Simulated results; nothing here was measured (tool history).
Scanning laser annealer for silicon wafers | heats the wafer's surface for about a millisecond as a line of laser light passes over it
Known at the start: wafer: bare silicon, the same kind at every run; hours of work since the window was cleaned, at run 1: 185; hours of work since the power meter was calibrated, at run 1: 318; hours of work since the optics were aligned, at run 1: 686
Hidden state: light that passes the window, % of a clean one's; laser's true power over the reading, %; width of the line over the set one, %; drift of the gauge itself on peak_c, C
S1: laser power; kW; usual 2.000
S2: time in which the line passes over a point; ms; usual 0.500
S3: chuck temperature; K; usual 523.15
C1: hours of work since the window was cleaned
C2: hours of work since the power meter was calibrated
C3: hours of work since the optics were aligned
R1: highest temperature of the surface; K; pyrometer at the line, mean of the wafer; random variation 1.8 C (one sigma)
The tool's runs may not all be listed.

run     day     S1     S2      S3   C1    C2    C3       R1
  1   0.000  2.000  0.500  523.15  185   318   686  1230.15
  2   1.075  2.000  0.500  523.15  205   338   706  1227.15
  3   2.850  2.000  0.500  523.15  238   371   739  1223.15
  4   4.167  2.000  0.500  523.15  263   396   764  1218.15
  5   5.683  2.000  0.500  523.15  292   425   793  1215.15
      7.767  -- window over the wafer cleaned
  6   8.204  2.000  0.500  523.15    8   471   839  1246.15
  7  10.612  2.000  0.500  523.15   54   516   884  1243.15
  8  12.179  2.000  0.500  523.15   83   546   914  1235.15
  9  14.333  2.000  0.500  523.15  124   586   954  1227.15
 10  16.754  2.000  0.500  523.15  170   632  1000  1231.15
 11  18.742  2.000  0.500  523.15  207   670  1038  1224.15
 12  21.129  2.000  0.500  523.15  252   715  1083  1219.15
 13  22.638  2.000  0.500  523.15  281   743  1111  1215.15
 14  23.850  2.000  0.500  523.15  303   766  1134  1211.15
     25.233  -- window over the wafer cleaned
 15  25.483  2.000  0.500  523.15    5   795  1163  1248.15
 16  27.221  2.000  0.500  523.15   38   828  1196  1246.15
 17  29.146  2.000  0.500  523.15   74   864  1232  1237.15
 18  30.979  2.000  0.500  523.15  108   899  1267  1234.15
 19  32.346  2.000  0.500  562.15  134   925  1293  1272.15
 20  34.717  2.000  0.500  562.15  179   969  1337  1266.15
 21  36.804  2.000  0.371  517.15  218  1009  1377  1101.15
 22  38.233  1.969  0.367  511.15  245  1036  1404  1082.15
 23  40.533  1.716  0.375  548.15  289  1079  1447  1045.15
 24  42.196  1.716  0.375  548.15  320  1111  1478  1042.15
     42.667  -- window over the wafer cleaned
     43.750  -- optics aligned, line set to its width
 25  44.662  1.716  0.375  548.15   34  1152    17  1070.15
 26  47.100  1.986  0.443  523.15   80  1198    63  1184.15
 27  48.858  1.938  0.368  505.15  113  1231    96  1084.15
 28  51.212  1.938  0.368  505.15  157  1275   141  1079.15
 29  53.300  1.731  0.417  490.15  197  1315   180  1034.15
 30  54.675  1.785  0.424  510.15  223  1340   206  1078.15
 31  55.796  2.000  0.478  523.15  244  1362   227  1207.15
 32  57.233  2.000  0.500  530.15  271  1389   254  1230.15
 33  58.650  2.000  0.453  499.15  298  1416   281  1154.15
 34  60.058  1.719  0.554  555.15  324  1442   308  1185.15
     60.333  -- window over the wafer cleaned
 35  62.492  1.714  0.518  497.15   41  1486   352  1130.15
 36  64.092  1.714  0.401  543.15   71  1517   382  1084.15
 37  66.021  1.714  0.401  543.15  107  1553   419  1078.15
 38  67.479  2.019  0.362  492.15  135  1581   446  1084.15
 39  68.642  2.019  0.362  492.15  157  1602   468  1084.15
 40  70.950  2.019  0.362  492.15  200  1646   512  1081.15

Forecast each of these 4 alternatives for the next run:
  A  72.183  1.818  0.362  492.15  224  1669  535   ?
  B  72.183  1.944  0.360  560.15  224  1669  535   ?
  C  72.183  2.134  0.398  518.15  224  1669  535   ?
  D  72.183  2.000  0.470  523.15  224  1669  535   ?

run       R1
  A  1022.15
  B  1122.15
  C  1173.15
  D  1203.15
Without the tool's hidden state the same runs would have given:
run       R1
  A  1040.15
  B  1142.15
  C  1195.15
  D  1227.15
